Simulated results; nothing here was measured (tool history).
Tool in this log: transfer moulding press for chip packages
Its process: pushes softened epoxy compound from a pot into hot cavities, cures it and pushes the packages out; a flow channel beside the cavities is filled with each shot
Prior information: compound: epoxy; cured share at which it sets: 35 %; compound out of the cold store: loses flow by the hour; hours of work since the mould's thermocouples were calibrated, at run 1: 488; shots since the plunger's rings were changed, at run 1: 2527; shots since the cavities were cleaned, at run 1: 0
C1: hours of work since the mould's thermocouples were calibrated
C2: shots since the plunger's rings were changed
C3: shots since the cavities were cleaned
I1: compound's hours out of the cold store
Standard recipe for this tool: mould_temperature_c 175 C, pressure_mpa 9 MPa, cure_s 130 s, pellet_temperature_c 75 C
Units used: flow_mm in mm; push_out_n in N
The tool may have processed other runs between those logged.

run 1 hour=0 | mould_temperature_c=175 pressure_mpa=9 cure_s=130 pellet_temperature_c=75 | C1=488 C2=2527 C3=0 | I1=17.3 | flow_mm=594 push_out_n=198
run 2 hour=38.1 | mould_temperature_c=175 pressure_mpa=9 cure_s=130 pellet_temperature_c=75 | C1=517 C2=2953 C3=426 | I1=9.1 | flow_mm=608 push_out_n=312
-- hour=75.8 mould's thermocouples calibrated
run 3 hour=77.5 | mould_temperature_c=175 pressure_mpa=9 cure_s=130 pellet_temperature_c=75 | C1=1 C2=3372 C3=845 | I1=38.3 | flow_mm=532 push_out_n=368
-- hour=109.3 cavities cleaned with cleaning compound and waxed
run 4 hour=109.3 | mould_temperature_c=175 pressure_mpa=9 cure_s=130 pellet_temperature_c=75 | C1=24 C2=3710 C3=0 | I1=17.3 | flow_mm=577 push_out_n=216
run 5 hour=152 | mould_temperature_c=175 pressure_mpa=9 cure_s=130 pellet_temperature_c=75 | C1=57 C2=4188 C3=478 | I1=19.6 | flow_mm=560 push_out_n=317
run 6 hour=196 | mould_temperature_c=182 pressure_mpa=9 cure_s=130 pellet_temperature_c=75 | C1=90 C2=4680 C3=970 | I1=36.3 | flow_mm=502 push_out_n=342
-- hour=218.1 cavities cleaned with cleaning compound and waxed
-- hour=227.7 mould's thermocouples calibrated, once more
run 7 hour=242 | mould_temperature_c=182 pressure_mpa=9 cure_s=130 pellet_temperature_c=75 | C1=11 C2=5156 C3=245 | I1=11.5 | flow_mm=564 push_out_n=263
run 8 hour=291.7 | mould_temperature_c=175 pressure_mpa=7.36 cure_s=130 pellet_temperature_c=75 | C1=49 C2=5712 C3=801 | I1=29.2 | flow_mm=485 push_out_n=375
-- hour=328.4 cavities cleaned with cleaning compound and waxed
run 9 hour=335.8 | mould_temperature_c=175 pressure_mpa=9 cure_s=130 pellet_temperature_c=84 | C1=81 C2=6188 C3=82 | I1=41.5 | flow_mm=494 push_out_n=248
run 10 hour=385 | mould_temperature_c=175 pressure_mpa=9 cure_s=120 pellet_temperature_c=84 | C1=118 C2=6739 C3=633 | I1=18.7 | flow_mm=544 push_out_n=383
-- hour=400.3 plunger's sealing rings changed
run 11 hour=416.2 | mould_temperature_c=175 pressure_mpa=9 cure_s=120 pellet_temperature_c=73 | C1=140 C2=178 C3=954 | I1=22.4 | flow_mm=605 push_out_n=419
-- hour=441.6 cavities cleaned with cleaning compound and waxed
run 12 hour=479 | mould_temperature_c=175 pressure_mpa=9 cure_s=120 pellet_temperature_c=73 | C1=187 C2=864 C3=418 | I1=19.1 | flow_mm=614 push_out_n=358
run 13 hour=538.8 | mould_temperature_c=175 pressure_mpa=9 cure_s=120 pellet_temperature_c=73 | C1=232 C2=1533 C3=1087 | I1=21.9 | flow_mm=605 push_out_n=441
-- hour=550.4 cavities cleaned with cleaning compound and waxed
run 14 hour=574.6 | mould_temperature_c=175 pressure_mpa=9 cure_s=120 pellet_temperature_c=73 | C1=258 C2=1916 C3=270 | I1=25.3 | flow_mm=591 push_out_n=324
run 15 hour=630.1 | mould_temperature_c=175 pressure_mpa=9 cure_s=120 pellet_temperature_c=79 | C1=300 C2=2537 C3=891 | I1=43.3 | flow_mm=534 push_out_n=377
-- hour=658 cavities cleaned with cleaning compound and waxed
run 16 hour=697.3 | mould_temperature_c=175 pressure_mpa=9 cure_s=120 pellet_temperature_c=79 | C1=350 C2=3272 C3=439 | I1=17.2 | flow_mm=591 push_out_n=343
run 17 hour=739.6 | mould_temperature_c=175 pressure_mpa=9 cure_s=120 pellet_temperature_c=79 | C1=382 C2=3746 C3=913 | I1=35.8 | flow_mm=539 push_out_n=402
-- hour=768 cavities cleaned with cleaning compound and waxed
run 18 hour=771.4 | mould_temperature_c=177 pressure_mpa=9 cure_s=130 pellet_temperature_c=83 | C1=405 C2=4084 C3=37 | I1=21.6 | flow_mm=565 push_out_n=210
run 19 hour=826.8 | mould_temperature_c=176 pressure_mpa=9 cure_s=130 pellet_temperature_c=75 | C1=447 C2=4705 C3=658 | I1=35.1 | flow_mm=523 push_out_n=335
-- hour=876.4 cavities cleaned with cleaning compound and waxed
run 20 hour=896.5 | mould_temperature_c=176 pressure_mpa=9 cure_s=130 pellet_temperature_c=75 | C1=499 C2=5468 C3=226 | I1=45.8 | flow_mm=490 push_out_n=269
run 21 hour=947.1 | mould_temperature_c=171 pressure_mpa=9 cure_s=163 pellet_temperature_c=76 | C1=537 C2=6034 C3=792 | I1=36.3 | flow_mm=536 push_out_n=341
-- hour=958.2 mould's thermocouples calibrated
-- hour=985.2 cavities cleaned with cleaning compound and waxed
run 22 hour=990.5 | mould_temperature_c=171 pressure_mpa=9 cure_s=163 pellet_temperature_c=76 | C1=23 C2=6479 C3=58 | I1=30.5 | flow_mm=547 push_out_n=224
-- hour=1027.2 plunger's sealing rings changed
run 23 hour=1040 | mould_temperature_c=175 pressure_mpa=9.66 cure_s=130 pellet_temperature_c=66 | C1=59 C2=144 C3=585 | I1=34 | flow_mm=610 push_out_n=344
-- hour=1095.7 cavities cleaned with cleaning compound and waxed
run 24 hour=1095.7 | mould_temperature_c=172 pressure_mpa=9 cure_s=166 pellet_temperature_c=72 | C1=100 C2=750 C3=0 | I1=32.8 | flow_mm=604 push_out_n=197
run 25 hour=1129.6 | mould_temperature_c=175 pressure_mpa=9.21 cure_s=130 pellet_temperature_c=83 | C1=126 C2=1130 C3=380 | I1=20.5 | flow_mm=611 push_out_n=323
run 26 hour=1168.6 | mould_temperature_c=175 pressure_mpa=9.21 cure_s=130 pellet_temperature_c=83 | C1=156 C2=1565 C3=815 | I1=9.5 | flow_mm=640 push_out_n=374
-- hour=1201.8 cavities cleaned with cleaning compound and waxed
run 27 hour=1201.8 | mould_temperature_c=175 pressure_mpa=9.21 cure_s=120 pellet_temperature_c=83 | C1=180 C2=1920 C3=0 | I1=38.2 | flow_mm=558 push_out_n=227

Across each entry between runs, compare the hidden state at the last listed run before it with the hidden state at the first listed run after it:
Runs 2 to 3: mould's thermocouples calibrated (hour 75.8)
  true mould temperature over the reading, C: 1.3 -> 1.56; pressure that reaches the compound, % of what is set: 89.15 -> 87.64; grip of the stained cavities, % over clean ones': 50.4 -> 75.6
  measured result minus the result with no hidden state, flow_mm: -41 -> -42 mm; push_out_n: +96 -> +147 N
Runs 3 to 4: cavities cleaned with cleaning compound and waxed (hour 109.3)
  true mould temperature over the reading, C: 1.56 -> 1.6; pressure that reaches the compound, % of what is set: 87.64 -> 86.67; grip of the stained cavities, % over clean ones': 75.6 -> 1.2
  measured result minus the result with no hidden state, flow_mm: -42 -> -49 mm; push_out_n: +147 -> -9 N
Runs 6 to 7: cavities cleaned with cleaning compound and waxed (hour 218.1); mould's thermocouples calibrated, once more (hour 227.7)
  true mould temperature over the reading, C: 1.73 -> 0.04; pressure that reaches the compound, % of what is set: 83.3 -> 81.83; grip of the stained cavities, % over clean ones': 79.1 -> 35.5
  measured result minus the result with no hidden state, flow_mm: -54 -> -60 mm; push_out_n: +149 -> +67 N
Runs 8 to 9: cavities cleaned with cleaning compound and waxed (hour 328.4)
  true mould temperature over the reading, C: 0.12 -> 0.19; pressure that reaches the compound, % of what is set: 79.68 -> 77.82; grip of the stained cavities, % over clean ones': 73.6 -> 17
  measured result minus the result with no hidden state, flow_mm: -59 -> -67 mm; push_out_n: +156 -> +35 N
Runs 10 to 11: plunger's sealing rings changed (hour 400.3)
  true mould temperature over the reading, C: 0.26 -> 0.31; pressure that reaches the compound, % of what is set: 75.95 -> 99.1; grip of the stained cavities, % over clean ones': 68.3 -> 80.2
  measured result minus the result with no hidden state, flow_mm: -81 -> -4 mm; push_out_n: +155 -> +181 N
Runs 11 to 12: cavities cleaned with cleaning compound and waxed (hour 441.6)
  true mould temperature over the reading, C: 0.31 -> 0.4; pressure that reaches the compound, % of what is set: 99.1 -> 96.68; grip of the stained cavities, % over clean ones': 80.2 -> 51.1
  measured result minus the result with no hidden state, flow_mm: -4 -> -12 mm; push_out_n: +181 -> +116 N
Runs 13 to 14: cavities cleaned with cleaning compound and waxed (hour 550.4)
  true mould temperature over the reading, C: 0.49 -> 0.54; pressure that reaches the compound, % of what is set: 94.54 -> 93.1; grip of the stained cavities, % over clean ones': 82 -> 35.1
  measured result minus the result with no hidden state, flow_mm: -19 -> -23 mm; push_out_n: +191 -> +78 N
Runs 15 to 16: cavities cleaned with cleaning compound and waxed (hour 658)
  true mould temperature over the reading, C: 0.62 -> 0.71; pressure that reaches the compound, % of what is set: 90.82 -> 88.28; grip of the stained cavities, % over clean ones': 76 -> 52.6
  measured result minus the result with no hidden state, flow_mm: -28 -> -41 mm; push_out_n: +160 -> +110 N
Runs 17 to 18: cavities cleaned with cleaning compound and waxed (hour 768)
  true mould temperature over the reading, C: 0.78 -> 0.82; pressure that reaches the compound, % of what is set: 86.6 -> 85.41; grip of the stained cavities, % over clean ones': 77.2 -> 6.5
  measured result minus the result with no hidden state, flow_mm: -43 -> -49 mm; push_out_n: +166 -> +9 N
Runs 19 to 20: cavities cleaned with cleaning compound and waxed (hour 876.4)
  true mould temperature over the reading, C: 0.9 -> 1.01; pressure that reaches the compound, % of what is set: 83.13 -> 80.46; grip of the stained cavities, % over clean ones': 66.7 -> 36.2
  measured result minus the result with no hidden state, flow_mm: -54 -> -60 mm; push_out_n: +131 -> +67 N
Runs 21 to 22: mould's thermocouples calibrated (hour 958.2); cavities cleaned with cleaning compound and waxed (hour 985.2)
  true mould temperature over the reading, C: 1.08 -> 0.07; pressure that reaches the compound, % of what is set: 78.52 -> 77.03; grip of the stained cavities, % over clean ones': 73.8 -> 11.6
  measured result minus the result with no hidden state, flow_mm: -73 -> -76 mm; push_out_n: +140 -> +24 N
Runs 22 to 23: plunger's sealing rings changed (hour 1027.2)
  true mould temperature over the reading, C: 0.07 -> 0.14; pressure that reaches the compound, % of what is set: 77.03 -> 99.06; grip of the stained cavities, % over clean ones': 11.6 -> 63.5
  measured result minus the result with no hidden state, flow_mm: -76 -> -4 mm; push_out_n: +24 -> +132 N
Runs 23 to 24: cavities cleaned with cleaning compound and waxed (hour 1095.7)
  true mould temperature over the reading, C: 0.14 -> 0.22; pressure that reaches the compound, % of what is set: 99.06 -> 97; grip of the stained cavities, % over clean ones': 63.5 -> 1.5
  measured result minus the result with no hidden state, flow_mm: -4 -> -10 mm; push_out_n: +132 -> +2 N
Runs 26 to 27: cavities cleaned with cleaning compound and waxed (hour 1201.8)
  true mould temperature over the reading, C: 0.34 -> 0.39; pressure that reaches the compound, % of what is set: 94.26 -> 93.01; grip of the stained cavities, % over clean ones': 73 -> 1.6
  measured result minus the result with no hidden state, flow_mm: -21 -> -21 mm; push_out_n: +154 -> -1 N
